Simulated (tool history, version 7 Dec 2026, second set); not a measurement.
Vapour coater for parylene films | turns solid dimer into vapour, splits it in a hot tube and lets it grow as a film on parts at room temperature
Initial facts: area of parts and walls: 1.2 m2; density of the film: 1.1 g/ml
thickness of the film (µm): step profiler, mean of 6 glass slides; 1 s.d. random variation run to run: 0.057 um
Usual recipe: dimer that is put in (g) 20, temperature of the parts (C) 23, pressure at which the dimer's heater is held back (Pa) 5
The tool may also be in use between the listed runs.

run,hour,dimer that is put in (g),temperature of the parts (C),pressure at which the dimer's heater is held back (Pa),thickness of the film (µm)
1,0,20,23,5,9.66
2,43.8,20,23,5,9.62
3,80,20,23,5,9.7
4,109.7,20,23,5,9.71
# hour 123.6: trap's valve overhauled
5,141,20,23,5,9.68
6,192.6,29,25,8.97,11.34
7,249.9,29,25,8.97,11.43
8,288.6,17,20,8.97,8.52
# hour 304.5: table's thermometer calibrated
9,331.2,21,16,5,14.19
10,383.6,21,16,5,14.28

What if the next run were any one of these 5? Each begins from the tool's condition after run 10:
A,431.5,9,16,2.38,?
B,431.5,21,16,9.89,?
C,431.5,20,23,9.92,?
D,431.5,17,23,2.62,?
E,431.5,20,15,5,?

run,thickness of the film (µm)
A,6.69
B,12.34
C,8.38
D,9.39
E,14.16
Without the tool's hidden state the same runs would have given:
run,thickness of the film (µm)
A,6.67
B,12.3
C,8.36
D,9.37
E,14.12

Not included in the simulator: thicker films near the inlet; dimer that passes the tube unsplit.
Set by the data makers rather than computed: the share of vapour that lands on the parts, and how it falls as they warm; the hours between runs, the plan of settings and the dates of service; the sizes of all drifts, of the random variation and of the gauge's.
